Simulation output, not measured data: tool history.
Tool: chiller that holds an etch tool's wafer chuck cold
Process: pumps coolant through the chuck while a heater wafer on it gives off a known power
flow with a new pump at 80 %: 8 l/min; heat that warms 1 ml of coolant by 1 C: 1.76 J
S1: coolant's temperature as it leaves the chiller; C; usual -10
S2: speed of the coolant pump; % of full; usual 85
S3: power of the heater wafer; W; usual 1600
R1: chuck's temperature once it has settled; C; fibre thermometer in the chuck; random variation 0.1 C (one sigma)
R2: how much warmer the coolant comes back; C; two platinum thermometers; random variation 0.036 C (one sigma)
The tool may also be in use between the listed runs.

{"run": 1, "day": 0.0, "S1": -10, "S2": 85, "S3": 1600, "R1": 2, "R2": 6.4}
{"run": 2, "day": 4.45, "S1": -10, "S2": 85, "S3": 1600, "R1": 1.9, "R2": 6.45}
{"run": 3, "day": 6.65, "S1": -10, "S2": 85, "S3": 1600, "R1": 1.9, "R2": 6.31}
{"run": 4, "day": 10.488, "S1": -10, "S2": 89, "S3": 1600, "R1": 1.4, "R2": 6.05}
{"run": 5, "day": 13.017, "S1": -10, "S2": 81, "S3": 1600, "R1": 2.5, "R2": 6.68}
{"run": 6, "day": 15.212, "S1": -10, "S2": 81, "S3": 1600, "R1": 2.5, "R2": 6.63}
{"run": 7, "day": 17.392, "S1": -10, "S2": 85, "S3": 1600, "R1": 1.9, "R2": 6.34}
{"run": 8, "day": 20.279, "S1": -10, "S2": 85, "S3": 1600, "R1": 1.9, "R2": 6.37}
{"run": 9, "day": 23.367, "S1": -10, "S2": 85, "S3": 1600, "R1": 2, "R2": 6.29}
{"run": 10, "day": 27.0, "S1": -10, "S2": 85, "S3": 1600, "R1": 2, "R2": 6.31}
{"run": 11, "day": 30.838, "S1": -10, "S2": 85, "S3": 1600, "R1": 1.8, "R2": 6.25}
{"run": 12, "day": 35.946, "S1": -10, "S2": 85, "S3": 2006, "R1": 5, "R2": 7.97}
{"run": 13, "day": 40.358, "S1": -8, "S2": 85, "S3": 1600, "R1": 4, "R2": 6.28}
{"day": 41.496, "done": "chiller's thermometer calibrated"}
{"run": 14, "day": 43.171, "S1": -5, "S2": 85, "S3": 1600, "R1": 7.1, "R2": 6.27}
{"run": 15, "day": 46.775, "S1": -10, "S2": 85, "S3": 1458, "R1": 0.9, "R2": 5.76}
{"run": 16, "day": 50.304, "S1": -10, "S2": 85, "S3": 1600, "R1": 1.8, "R2": 6.28}
{"run": 17, "day": 52.496, "S1": -10, "S2": 91, "S3": 1518, "R1": 1, "R2": 5.52}
{"run": 18, "day": 55.346, "S1": -6, "S2": 71, "S3": 1135, "R1": 3.8, "R2": 5.3}
{"run": 19, "day": 57.846, "S1": -4, "S2": 85, "S3": 1600, "R1": 8.2, "R2": 6.24}
{"run": 20, "day": 60.492, "S1": -4, "S2": 85, "S3": 1600, "R1": 8.2, "R2": 6.24}
{"run": 21, "day": 63.892, "S1": -17, "S2": 85, "S3": 1600, "R1": -5.2, "R2": 6.26}
{"run": 22, "day": 68.621, "S1": -17, "S2": 79, "S3": 1171, "R1": -7.8, "R2": 4.89}
{"run": 23, "day": 73.7, "S1": -17, "S2": 79, "S3": 1171, "R1": -7.7, "R2": 4.89}
{"run": 24, "day": 76.029, "S1": -17, "S2": 79, "S3": 1171, "R1": -7.8, "R2": 4.82}
{"run": 25, "day": 78.588, "S1": -17, "S2": 77, "S3": 1171, "R1": -7.6, "R2": 4.97}
{"run": 26, "day": 83.825, "S1": -17, "S2": 77, "S3": 1171, "R1": -7.6, "R2": 5}
{"run": 27, "day": 88.05, "S1": -10, "S2": 78, "S3": 1387, "R1": 1.1, "R2": 5.8}
{"run": 28, "day": 92.971, "S1": -10, "S2": 78, "S3": 1387, "R1": 1, "R2": 5.82}
{"run": 29, "day": 95.562, "S1": -10, "S2": 78, "S3": 1387, "R1": 1.1, "R2": 5.83}
{"run": 30, "day": 100.012, "S1": -20, "S2": 87, "S3": 1079, "R1": -12.1, "R2": 3.99}
{"run": 31, "day": 104.346, "S1": -20, "S2": 87, "S3": 1079, "R1": -11.9, "R2": 3.95}
{"run": 32, "day": 108.996, "S1": -20, "S2": 87, "S3": 1079, "R1": -12.2, "R2": 3.95}

Hidden state or all else? Some run-to-run changes of R2, split into what the settings, what came in and random variation would give without the hidden state, and what is left for the hidden state (with any gauge scatter that isn't in both results):
The hidden state here: heat passed by the chuck's channels, % of clean ones'; flow at a given pump speed, % of a new pump's; coolant's true temperature over the reading, C; drift of the gauge itself on chuck_c, C; drift of the gauge itself on warmer_back_c, C.
Run 1 -> 2: no setting changed, nothing entered. R2 +0.05 C: hidden state -0.01, all else +0.06.
Run 3 -> 4: S2 85 -> 89. R2 -0.26 C: hidden state -0.02, all else -0.24.
Run 11 -> 12: S3 1600 -> 2006. R2 +1.72 C: hidden state -0.01, all else +1.73.
Run 12 -> 13: S1 -10 -> -8, S3 2006 -> 1600. R2 -1.69 C: hidden state -0.01, all else -1.68.
Run 23 -> 24: no setting changed, nothing entered. R2 -0.07 C: hidden state -0.02, all else -0.05.
Run 29 -> 30: S1 -10 -> -20, S2 78 -> 87, S3 1387 -> 1079. R2 -1.84 C: hidden state -0.01, all else -1.83.
